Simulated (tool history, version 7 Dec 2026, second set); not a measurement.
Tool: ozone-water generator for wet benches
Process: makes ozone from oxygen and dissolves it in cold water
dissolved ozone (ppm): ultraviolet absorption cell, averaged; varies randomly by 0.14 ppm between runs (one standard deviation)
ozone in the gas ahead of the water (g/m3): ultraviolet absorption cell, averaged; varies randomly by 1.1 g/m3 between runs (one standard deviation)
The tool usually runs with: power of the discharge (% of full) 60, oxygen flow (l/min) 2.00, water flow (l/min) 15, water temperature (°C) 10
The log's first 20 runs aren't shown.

run	day	power of the discharge (% of full)	oxygen flow (l/min)	water flow (l/min)	water temperature (°C)	dissolved ozone (ppm)	ozone in the gas ahead of the water (g/m3)
21	95.979	66	2.00	15	17	14.7	182.7
22	100.583	41	2.00	16	10	11.9	147.8
23	106.346	41	1.77	14	9	12.8	157.4
24	109.896	91	2.00	10	12	24.3	208.8
25	113.808	80	1.71	9	14	24.1	211.3
26	120.483	80	1.71	9	14	24.1	210.6
27	124.925	62	1.63	14	6	14.9	189.5
28	127.792	62	1.63	14	6	15.1	192.3
29	131.650	62	2.70	24	12	9.8	150.0
30	135.767	62	2.70	24	12	9.6	148.5
31	140.212	62	2.70	24	12	9.6	148.3
32	145.038	62	2.70	24	12	9.4	148.4
33	148.283	62	2.70	24	12	9.4	147.8

Forecast each of these 3 alternatives for the next run:
A	151.871	60	1.39	15	10	?	?
B	151.871	49	2.00	20	17	?	?
C	151.871	54	1.23	15	10	?	?

run	dissolved ozone (ppm)	ozone in the gas ahead of the water (g/m3)
A	12.5	197.3
B	9.0	155.1
C	11.6	200.7
What these runs would have given with no unlogged condition in the tool:
run	dissolved ozone (ppm)	ozone in the gas ahead of the water (g/m3)
A	15.5	240.3
B	11.1	185.0
C	14.3	241.8
